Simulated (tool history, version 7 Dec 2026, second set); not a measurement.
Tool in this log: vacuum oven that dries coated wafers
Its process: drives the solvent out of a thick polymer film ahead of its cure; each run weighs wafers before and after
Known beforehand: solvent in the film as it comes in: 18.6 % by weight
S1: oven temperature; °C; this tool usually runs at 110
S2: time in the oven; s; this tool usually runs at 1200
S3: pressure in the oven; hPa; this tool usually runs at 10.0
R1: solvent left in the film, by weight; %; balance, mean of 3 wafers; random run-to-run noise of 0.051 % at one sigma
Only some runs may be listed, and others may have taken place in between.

run	hour	S1	S2	S3	R1
1	0.0	110	1200	10.0	1.73
2	40.2	110	1200	10.0	1.55
3	97.1	110	1200	10.0	1.62
4	186.5	110	1200	10.0	1.55
5	255.2	110	1200	10.0	1.63
6	326.3	110	1200	10.0	1.63
7	395.7	110	1200	10.0	1.64
8	467.3	110	1200	10.0	1.60
9	522.0	110	1200	10.0	1.59
10	589.3	110	1200	10.0	1.57
11	653.6	110	1200	10.0	1.59
12	706.9	110	1200	10.0	1.61
13	790.7	110	1200	10.0	1.66
14	880.3	110	1200	10.0	1.47
15	944.3	110	1200	10.0	1.61
# hour 993.9: oven's thermocouples calibrated
16	1008.1	110	780	10.0	3.14
17	1080.7	110	780	10.0	3.19
18	1156.3	124	1200	10.0	0.71
19	1201.6	110	1020	10.0	2.34
20	1251.5	110	1020	10.0	2.25
21	1301.7	110	1020	10.0	2.15
22	1346.7	110	1020	10.0	2.19
23	1425.8	117	900	11.0	1.31
24	1462.0	110	1200	6.7	1.49
25	1517.4	110	900	10.0	2.54
26	1568.2	96	900	10.0	7.53
27	1626.8	107	1140	10.2	2.54
28	1703.0	124	720	10.0	0.83
29	1781.2	103	1620	10.5	2.64
30	1840.5	122	2100	16.2	1.15
31	1915.5	122	2100	16.2	1.14
32	1972.9	122	2100	16.2	1.21
33	2053.4	118	2040	10.0	0.82
34	2114.7	117	1200	10.0	1.09
35	2180.6	117	1620	5.4	0.63
36	2245.6	114	2160	29.0	2.49
37	2296.4	113	1680	11.4	1.32
38	2355.8	118	720	11.4	1.59
39	2393.2	108	1620	11.7	1.73
# hour 2407.2: oven's thermocouples calibrated
40	2449.4	108	1320	11.7	2.18
41	2528.8	123	1320	10.0	0.88

Forecast each of these 3 alternatives for the next run:
A	2617.8	123	960	10.0	?
B	2617.8	117	1200	10.0	?
C	2617.8	123	960	10.0	?

run	R1
A	0.88
B	1.12
C	0.90
Without the tool's hidden state the same runs would have given:
run	R1
A	0.66
B	0.87
C	0.67

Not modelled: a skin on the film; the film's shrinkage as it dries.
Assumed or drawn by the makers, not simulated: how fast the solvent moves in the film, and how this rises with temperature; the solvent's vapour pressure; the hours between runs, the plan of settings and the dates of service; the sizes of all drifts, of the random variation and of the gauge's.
